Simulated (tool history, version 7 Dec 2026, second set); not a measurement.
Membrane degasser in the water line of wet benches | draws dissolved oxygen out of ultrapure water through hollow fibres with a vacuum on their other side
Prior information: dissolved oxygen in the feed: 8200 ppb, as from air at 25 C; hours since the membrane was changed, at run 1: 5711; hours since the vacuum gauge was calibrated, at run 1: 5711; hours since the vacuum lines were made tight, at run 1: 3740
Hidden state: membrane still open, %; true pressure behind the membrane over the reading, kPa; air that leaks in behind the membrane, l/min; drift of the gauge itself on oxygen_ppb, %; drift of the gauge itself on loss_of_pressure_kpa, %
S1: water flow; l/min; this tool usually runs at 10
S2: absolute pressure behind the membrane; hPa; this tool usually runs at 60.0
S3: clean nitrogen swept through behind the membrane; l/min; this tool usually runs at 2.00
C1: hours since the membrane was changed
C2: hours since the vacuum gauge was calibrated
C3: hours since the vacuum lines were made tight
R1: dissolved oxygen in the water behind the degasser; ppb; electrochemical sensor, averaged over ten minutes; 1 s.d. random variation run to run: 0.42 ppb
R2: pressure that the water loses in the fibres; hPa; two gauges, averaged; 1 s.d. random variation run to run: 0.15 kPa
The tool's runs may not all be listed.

run,hour,S1,S2,S3,C1,C2,C3,R1,R2
1,0.0,10,60.0,2.00,5711,5711,3740,42.2,260.4
2,233.6,12,60.0,2.00,5945,5945,3974,52.9,314.0
3,344.3,9,60.0,2.00,6056,6056,4084,38.4,237.3
4,567.9,9,60.0,2.00,6279,6279,4308,39.2,236.7
5,771.8,9,60.0,2.00,6483,6483,4512,38.6,234.4
# hour 894.0: vacuum gauge calibrated
6,978.3,9,60.0,2.00,6689,84,4718,40.5,239.7
7,1128.0,9,60.0,2.00,6839,234,4868,40.4,237.4
8,1319.7,10,60.0,0.81,7031,426,5059,97.1,265.1
9,1559.8,10,60.0,0.81,7271,666,5299,100.1,266.0
# hour 1626.8: vacuum gauge calibrated, once more
10,1800.4,10,60.0,0.92,7511,174,5539,80.0,264.8
11,1942.1,6,74.4,1.32,7652,315,5681,52.7,159.3
12,2133.0,8,60.0,4.84,7843,506,5872,16.0,211.5
13,2320.6,8,60.0,4.84,8031,694,6060,16.4,212.4
14,2494.3,13,47.1,1.86,8205,867,6233,37.7,348.5
15,2704.4,13,47.1,1.86,8415,1078,6444,38.7,349.2
16,2820.9,6,124.3,0.92,8531,1194,6560,156.7,163.1
17,3028.9,6,124.3,0.92,8739,1402,6768,160.5,158.3
18,3240.9,6,68.9,5.40,8951,1614,6980,12.5,158.3
19,3354.4,10,84.6,1.39,9065,1728,7093,103.3,268.2
20,3458.2,10,84.6,1.39,9169,1831,7197,100.0,269.5

How would selected steps in R1 from run to run divide? Give the signed amount a tool lacking its hidden state would still show from settings, what came in and random variation, and the signed amount left for the hidden state, including any gauge scatter that is not in both of the compared results.
Run 9 -> 10: S3 0.81 -> 0.92, vacuum gauge calibrated, once more. R1 -20.1 ppb: hidden state -10.3, all else -9.8.
Run 15 -> 16: S1 13 -> 6, S2 47.1 -> 124.3, S3 1.86 -> 0.92. R1 +118.0 ppb: hidden state +6.1, all else +111.9.
Run 17 -> 18: S2 124.3 -> 68.9, S3 0.92 -> 5.40. R1 -148.0 ppb: hidden state -10.3, all else -137.7.
